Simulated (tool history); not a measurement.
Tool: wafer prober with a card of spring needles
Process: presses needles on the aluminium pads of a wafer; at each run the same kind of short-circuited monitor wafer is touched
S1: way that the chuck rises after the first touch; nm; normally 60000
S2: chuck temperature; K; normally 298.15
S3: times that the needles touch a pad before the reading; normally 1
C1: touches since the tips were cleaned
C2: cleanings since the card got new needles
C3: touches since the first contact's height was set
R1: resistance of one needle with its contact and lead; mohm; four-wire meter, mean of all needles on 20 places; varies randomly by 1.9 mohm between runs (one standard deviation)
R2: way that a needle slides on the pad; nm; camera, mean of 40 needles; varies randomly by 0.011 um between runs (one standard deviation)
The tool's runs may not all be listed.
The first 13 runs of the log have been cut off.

-- hour=103.2 tips cleaned on abrasive film
run 14 hour=105.1 | S1=72000 S2=298.15 S3=1 | C1=943 C2=28 C3=33029 | R1=351 R2=9990
run 15 hour=113.8 | S1=60000 S2=354.15 S3=1 | C1=5359 C2=28 C3=37445 | R1=766 R2=8300
-- hour=115.6 tips cleaned on abrasive film
run 16 hour=122.1 | S1=60000 S2=354.15 S3=1 | C1=3294 C2=29 C3=41594 | R1=638 R2=8290
-- hour=127.5 tips cleaned on abrasive film
run 17 hour=131.7 | S1=60000 S2=354.15 S3=1 | C1=2104 C2=30 C3=46373 | R1=526 R2=8300
-- hour=139.6 tips cleaned on abrasive film
run 18 hour=141 | S1=60000 S2=354.15 S3=1 | C1=703 C2=31 C3=51052 | R1=359 R2=8270
run 19 hour=149 | S1=60000 S2=304.15 S3=1 | C1=4757 C2=31 C3=55106 | R1=755 R2=8270
-- hour=151.9 tips cleaned on abrasive film
run 20 hour=158.8 | S1=53000 S2=322.15 S3=1 | C1=3454 C2=32 C3=59967 | R1=792 R2=7300
-- hour=164.6 tips cleaned on abrasive film
run 21 hour=165.5 | S1=78000 S2=333.15 S3=1 | C1=438 C2=33 C3=63322 | R1=288 R2=10790
run 22 hour=171.4 | S1=60000 S2=302.15 S3=2 | C1=3443 C2=33 C3=66327 | R1=504 R2=8280
-- hour=177.4 tips cleaned on abrasive film
run 23 hour=181.5 | S1=60000 S2=302.15 S3=2 | C1=2059 C2=34 C3=71346 | R1=416 R2=8260
-- hour=189.3 tips cleaned on abrasive film
run 24 hour=189.3 | S1=60000 S2=302.15 S3=2 | C1=0 C2=35 C3=75278 | R1=236 R2=8270
run 25 hour=196.4 | S1=69000 S2=311.15 S3=2 | C1=3556 C2=35 C3=78834 | R1=413 R2=9500
-- hour=201.3 tips cleaned on abrasive film
run 26 hour=201.5 | S1=56000 S2=395.15 S3=2 | C1=115 C2=36 C3=81395 | R1=281 R2=7680
run 27 hour=212.3 | S1=56000 S2=395.15 S3=2 | C1=5555 C2=36 C3=86835 | R1=596 R2=7710
-- hour=213.4 tips cleaned on abrasive film
run 28 hour=219.9 | S1=76000 S2=321.15 S3=1 | C1=3267 C2=37 C3=90625 | R1=496 R2=10460
-- hour=225.4 tips cleaned on abrasive film
run 29 hour=228.8 | S1=45000 S2=321.15 S3=3 | C1=1766 C2=38 C3=95101 | R1=401 R2=6130
-- hour=237.4 tips cleaned on abrasive film
run 30 hour=240.6 | S1=55000 S2=379.15 S3=3 | C1=1578 C2=39 C3=100968 | R1=345 R2=7510
-- hour=249.4 tips cleaned on abrasive film
run 31 hour=253.1 | S1=55000 S2=379.15 S3=3 | C1=1878 C2=40 C3=107248 | R1=362 R2=7490
run 32 hour=259 | S1=46000 S2=325.15 S3=3 | C1=4888 C2=40 C3=110258 | R1=572 R2=6230
-- hour=261.7 tips cleaned on abrasive film
run 33 hour=270.6 | S1=75000 S2=309.15 S3=2 | C1=4483 C2=41 C3=116065 | R1=429 R2=10280

3 ways to go on from here, each from the tool as it stands after run 33. What would each give?
-- hour=273.6 tips cleaned on abrasive film
run A hour=279.7 | S1=43000 S2=314.15 S3=3 | C1=3078 C2=42 C3=120628 | R1=? R2=?
-- hour=273.6 tips cleaned on abrasive film
run B hour=279.7 | S1=42000 S2=332.15 S3=2 | C1=3078 C2=42 C3=120628 | R1=? R2=?
-- hour=273.6 tips cleaned on abrasive film
run C hour=279.7 | S1=60000 S2=301.15 S3=3 | C1=3078 C2=42 C3=120628 | R1=? R2=?

run=A R1=534 R2=5810
run=B R1=748 R2=5650
run=C R1=370 R2=8170
The same runs, with their run-to-run variation unchanged, on a tool lacking any hidden condition would have given:
run=A R1=223 R2=6020
run=B R1=228 R2=5860
run=C R1=207 R2=8380
